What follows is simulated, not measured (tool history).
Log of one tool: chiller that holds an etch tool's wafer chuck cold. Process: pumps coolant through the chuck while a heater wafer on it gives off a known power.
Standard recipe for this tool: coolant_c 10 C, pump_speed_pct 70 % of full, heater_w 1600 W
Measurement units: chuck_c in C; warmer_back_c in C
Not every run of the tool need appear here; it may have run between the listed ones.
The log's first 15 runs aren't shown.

run    hour  coolant_c  pump_speed_pct  heater_w  hours since the coolant was changed and the channels were flushed  hours since the pump was overhauled  hours since the chiller's thermometer was calibrated  chuck_c  warmer_back_c
 16  1993.7          2              70      1600                                                               1657                                 5026                                                   748     12.4           4.02
 17  2108.6         10              70      2350                                                               1772                                 5141                                                   863     25.3            5.8
 18  2200.3         10              73      1738                                                               1864                                 5232                                                   955       21           4.19
 19  2301.7         10              70      1977                                                               1965                                 5334                                                  1056     22.8              5
 20    2380          4              80      1600                                                               2043                                 5412                                                  1134     13.5           3.63
 21  2507.3          4              70      2188                                                               2171                                 5539                                                  1262     18.5           5.52
 22    2620         11              81      2053                                                               2283                                 5652                                                  1374     22.9           4.64
 23  2767.8         11              81      2053                                                               2431                                 5800                                                  1522       23           4.69
 24  2846.5         13              63       900                                                               2510                                 5879                                                  1601     19.3           2.76
 25  2972.1         13              63       900                                                               2636                                 6004                                                  1726     19.3           2.92
 26  3139.1          2              73      1330                                                               2803                                 6171                                                  1893     10.4           3.61
 27    3293          2              73      1330                                                               2956                                 6325                                                  2047     10.4           3.65
 28  3412.7         16              67      1600                                                               3076                                 6445                                                  2167     26.6           4.58
 29  3509.2          2              76      2168                                                               3173                                 6541                                                  2264     15.2           5.44
 30  3632.9         10              94      1043                                                               3296                                 6665                                                  2387     15.5           2.55
 31  3801.1         10              94      1043                                                               3465                                 6833                                                  2555     15.4           2.59

What if the next run were any one of these 3? Each begins from the tool's condition after run 31:
  A  3926          6              68      1274                                                               3589                                 6958                                                  2680        ?              ?
  B  3926         10              96      1600                                                               3589                                 6958                                                  2680        ?              ?
  C  3926          6              85      1785                                                               3589                                 6958                                                  2680        ?              ?

run  chuck_c  warmer_back_c
  A     14.7           3.86
  B     18.2           3.56
  C     16.1           4.31
Without the tool's hidden state the same runs would have given:
run  chuck_c  warmer_back_c
  A     14.7           3.12
  B     18.2           2.82
  C     16.1           3.57

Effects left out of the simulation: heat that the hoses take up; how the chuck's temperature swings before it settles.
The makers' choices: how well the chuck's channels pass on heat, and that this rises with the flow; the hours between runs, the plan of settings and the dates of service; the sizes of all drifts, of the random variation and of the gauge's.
